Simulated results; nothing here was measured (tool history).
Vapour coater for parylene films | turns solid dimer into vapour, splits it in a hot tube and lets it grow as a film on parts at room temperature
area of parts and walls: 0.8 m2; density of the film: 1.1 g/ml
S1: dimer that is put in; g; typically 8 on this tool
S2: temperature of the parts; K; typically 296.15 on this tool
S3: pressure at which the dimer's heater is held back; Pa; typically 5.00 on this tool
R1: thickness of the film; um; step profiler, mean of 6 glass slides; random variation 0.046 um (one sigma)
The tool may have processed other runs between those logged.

run 1 hour=0.0 | S1=8 S2=296.15 S3=5.00 | R1=4.50
run 2 hour=13.0 | S1=8 S2=296.15 S3=5.00 | R1=4.53
run 3 hour=30.9 | S1=8 S2=296.15 S3=5.00 | R1=4.54
run 4 hour=50.3 | S1=8 S2=296.15 S3=5.00 | R1=4.10
run 5 hour=74.9 | S1=3 S2=296.15 S3=5.00 | R1=1.57
run 6 hour=102.2 | S1=3 S2=296.15 S3=5.00 | R1=1.54
run 7 hour=125.3 | S1=3 S2=296.15 S3=5.00 | R1=1.53
run 8 hour=140.5 | S1=13 S2=296.15 S3=5.00 | R1=8.55
run 9 hour=160.1 | S1=8 S2=296.15 S3=5.00 | R1=5.20
run 10 hour=186.4 | S1=8 S2=296.15 S3=5.00 | R1=5.25
run 11 hour=206.0 | S1=8 S2=296.15 S3=5.00 | R1=5.23
run 12 hour=232.5 | S1=8 S2=304.15 S3=5.00 | R1=3.92
run 13 hour=249.7 | S1=8 S2=304.15 S3=5.00 | R1=3.92
run 14 hour=265.5 | S1=8 S2=296.15 S3=3.65 | R1=5.32
run 15 hour=277.9 | S1=8 S2=296.15 S3=5.00 | R1=5.24
run 16 hour=290.7 | S1=8 S2=296.15 S3=5.00 | R1=5.13
run 17 hour=314.5 | S1=3 S2=304.15 S3=5.00 | R1=1.46
run 18 hour=339.5 | S1=4 S2=296.15 S3=5.00 | R1=2.53
run 19 hour=357.3 | S1=8 S2=290.15 S3=6.98 | R1=6.07
run 20 hour=371.6 | S1=7 S2=293.15 S3=6.28 | R1=4.77
run 21 hour=395.1 | S1=4 S2=292.15 S3=4.07 | R1=3.06
run 22 hour=413.5 | S1=4 S2=292.15 S3=7.95 | R1=2.75
run 23 hour=433.1 | S1=4 S2=295.15 S3=3.87 | R1=2.73
run 24 hour=445.7 | S1=6 S2=307.15 S3=5.48 | R1=2.55
run 25 hour=458.4 | S1=9 S2=289.15 S3=5.10 | R1=7.27
run 26 hour=475.1 | S1=4 S2=295.15 S3=5.10 | R1=2.62
run 27 hour=493.0 | S1=8 S2=289.15 S3=4.77 | R1=6.45
run 28 hour=511.0 | S1=4 S2=292.15 S3=3.64 | R1=3.04
run 29 hour=529.8 | S1=4 S2=292.15 S3=3.64 | R1=2.97
run 30 hour=541.7 | S1=5 S2=295.15 S3=5.00 | R1=3.24
run 31 hour=566.1 | S1=8 S2=297.15 S3=6.77 | R1=4.54

Between the runs listed above, the log contained 2 entries, not reproduced here. Where in the sequence does each belong, and how does what the log doesn't record of the tool's condition differ from the listed run before to the listed run after?
In the gap between runs 3 and 4: trap's valve overhauled (hour 50.3)
  vapour lost through the trap's worn valve, %: 13.7 -> 21; true temperature of the parts over the reading, C: -0.3 -> -0.31
  difference, measured minus the result without the unlogged condition, R1: -0.67 -> -1.04 um
In the gap between runs 7 and 8: trap's valve overhauled, once more (hour 135.6)
  vapour lost through the trap's worn valve, %: 22 -> 0.5
  difference, measured minus the result without the unlogged condition, R1: -0.40 -> +0.06 um

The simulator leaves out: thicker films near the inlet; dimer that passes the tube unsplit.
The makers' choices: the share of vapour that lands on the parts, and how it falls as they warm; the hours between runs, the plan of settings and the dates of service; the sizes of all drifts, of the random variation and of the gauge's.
